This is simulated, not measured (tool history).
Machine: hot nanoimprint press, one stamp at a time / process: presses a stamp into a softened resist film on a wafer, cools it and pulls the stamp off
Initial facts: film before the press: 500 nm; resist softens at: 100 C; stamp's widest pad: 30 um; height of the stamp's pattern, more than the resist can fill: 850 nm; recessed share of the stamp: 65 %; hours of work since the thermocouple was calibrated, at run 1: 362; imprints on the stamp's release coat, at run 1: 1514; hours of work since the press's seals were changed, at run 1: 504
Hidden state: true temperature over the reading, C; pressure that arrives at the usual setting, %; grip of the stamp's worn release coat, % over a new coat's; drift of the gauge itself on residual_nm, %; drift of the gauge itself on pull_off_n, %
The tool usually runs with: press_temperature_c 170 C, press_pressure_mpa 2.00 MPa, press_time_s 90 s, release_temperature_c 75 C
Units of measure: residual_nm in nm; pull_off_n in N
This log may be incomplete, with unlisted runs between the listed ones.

run,day,press_temperature_c,press_pressure_mpa,press_time_s,release_temperature_c,hours of work since the thermocouple was calibrated,imprints on the stamp's release coat,hours of work since the press's seals were changed,residual_nm,pull_off_n
1,0.000,170,2.00,90,75,362,1514,504,206.8,190
# day 0.858: stamp cleaned and given a new release coat
2,1.867,170,2.00,90,75,382,78,523,205.6,149
3,3.179,170,2.00,90,75,398,180,539,205.6,151
4,4.671,170,2.00,90,75,416,296,558,204.3,149
5,6.000,170,2.00,94,75,432,399,574,200.6,155
6,7.008,170,2.00,170,75,445,477,586,156.6,151
7,8.333,170,2.97,90,75,461,580,602,169.8,159
8,10.558,158,2.97,90,75,488,753,630,327.9,156
9,11.938,158,2.97,90,75,505,860,647,328.7,161
10,13.175,158,2.97,90,75,520,956,662,323.8,171
11,15.054,170,2.10,90,75,543,1102,685,198.1,173
12,16.050,170,2.10,90,75,555,1179,697,193.9,173
13,17.429,170,2.10,90,75,572,1287,714,193.3,180
# day 17.929: plate thermocouple calibrated
14,18.996,170,2.10,90,75,13,1399,731,225.1,184
15,20.225,170,2.10,90,75,28,1494,747,223.6,180
# day 21.246: stamp cleaned and given a new release coat
16,22.433,182,1.41,65,79,52,92,771,153.3,144
17,24.500,182,1.41,65,79,77,253,796,155.7,143
18,25.633,162,2.00,172,75,91,341,810,278.8,153
19,27.833,176,2.00,120,65,118,512,837,140.2,184
20,29.217,170,1.45,87,71,135,619,854,256.1,168
21,31.271,170,1.25,90,75,160,779,879,269.2,163
22,33.433,167,1.60,59,73,187,947,905,323.5,169
23,35.438,159,1.44,57,79,211,1102,930,428.9,168
24,37.321,168,1.44,57,61,234,1248,953,318.7,199
25,38.946,176,1.89,73,79,254,1375,973,172.4,177
26,40.808,168,1.20,63,79,277,1519,995,322.2,178
# day 41.433: stamp cleaned and given a new release coat
# day 42.454: press's hydraulic seals changed and the load cell set to zero
27,42.829,170,1.30,127,75,295,82,5,220.6,139
28,45.017,158,1.85,146,63,321,252,31,338.1,165

Forecast each of these 3 alternatives for the next run:
A,46.833,178,1.85,146,61,344,393,54,?,?
B,46.833,158,1.85,86,61,344,393,54,?,?
C,46.833,158,1.85,122,69,344,393,54,?,?

run,residual_nm,pull_off_n
A,109.9,176
B,386.3,170
C,355.5,165
With no hidden state in the tool, these same runs would have given:
run,residual_nm,pull_off_n
A,119.6,166
B,404.6,161
C,376.2,155
